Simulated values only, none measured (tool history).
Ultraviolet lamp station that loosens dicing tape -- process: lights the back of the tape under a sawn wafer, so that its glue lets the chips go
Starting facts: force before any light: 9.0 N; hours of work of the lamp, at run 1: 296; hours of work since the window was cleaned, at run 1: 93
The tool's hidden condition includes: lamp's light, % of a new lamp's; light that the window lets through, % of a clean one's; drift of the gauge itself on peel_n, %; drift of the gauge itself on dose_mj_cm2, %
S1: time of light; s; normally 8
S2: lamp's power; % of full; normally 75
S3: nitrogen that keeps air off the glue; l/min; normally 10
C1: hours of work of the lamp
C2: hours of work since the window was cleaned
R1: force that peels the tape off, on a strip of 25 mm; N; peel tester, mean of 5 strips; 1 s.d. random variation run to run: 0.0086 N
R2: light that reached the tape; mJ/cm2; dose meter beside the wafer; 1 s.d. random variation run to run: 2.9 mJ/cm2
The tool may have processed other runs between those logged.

run,hour,S1,S2,S3,C1,C2,R1,R2
1,0.0,8,75,10,296,93,0.452,379
2,10.0,8,75,10,304,101,0.469,373
3,22.2,8,75,10,314,111,0.478,373
4,32.8,8,75,10,322,119,0.474,372
5,45.3,8,75,10,332,129,0.500,367
6,56.1,8,85,10,340,137,0.389,416
7,62.6,8,75,10,346,143,0.501,368
8,70.3,8,75,10,352,149,0.510,361
9,85.2,8,75,12,364,161,0.446,360
10,93.0,8,75,12,370,167,0.480,356
11,101.9,8,75,12,377,174,0.452,354
12,112.3,8,75,8,385,182,0.645,354
13,121.7,8,75,8,392,189,0.679,351
14,134.0,6,98,3,402,199,1.635,344
15,149.1,5,75,10,414,211,1.479,221
16,156.2,5,75,10,420,217,1.475,213
17,171.0,5,75,4,432,228,2.615,214
18,179.8,5,99,16,438,235,0.619,277
19,187.7,8,83,17,445,242,0.307,373
20,194.3,8,75,10,450,247,0.615,338
21,205.1,8,75,10,459,256,0.634,331
22,216.7,10,77,3,468,265,1.055,423
23,224.2,10,77,3,474,271,1.116,424
24,238.5,10,77,3,485,282,1.124,423
25,254.1,10,77,3,497,294,1.146,414

A few steps of R1 between consecutive runs. Split each: what settings, incoming material and random variation would produce without the hidden state, and what is left over for the hidden state, along with gauge scatter present in only one of the two compared results (measured, and without hidden state):
Run 13 -> 14: S1 8 -> 6, S2 75 -> 98, S3 8 -> 3. R1 +0.956 N: hidden state +0.260, all else +0.696.
Run 16 -> 17: S3 10 -> 4. R1 +1.140 N: hidden state +0.199, all else +0.941.
Run 17 -> 18: S2 75 -> 99, S3 4 -> 16. R1 -1.996 N: hidden state -0.441, all else -1.555.
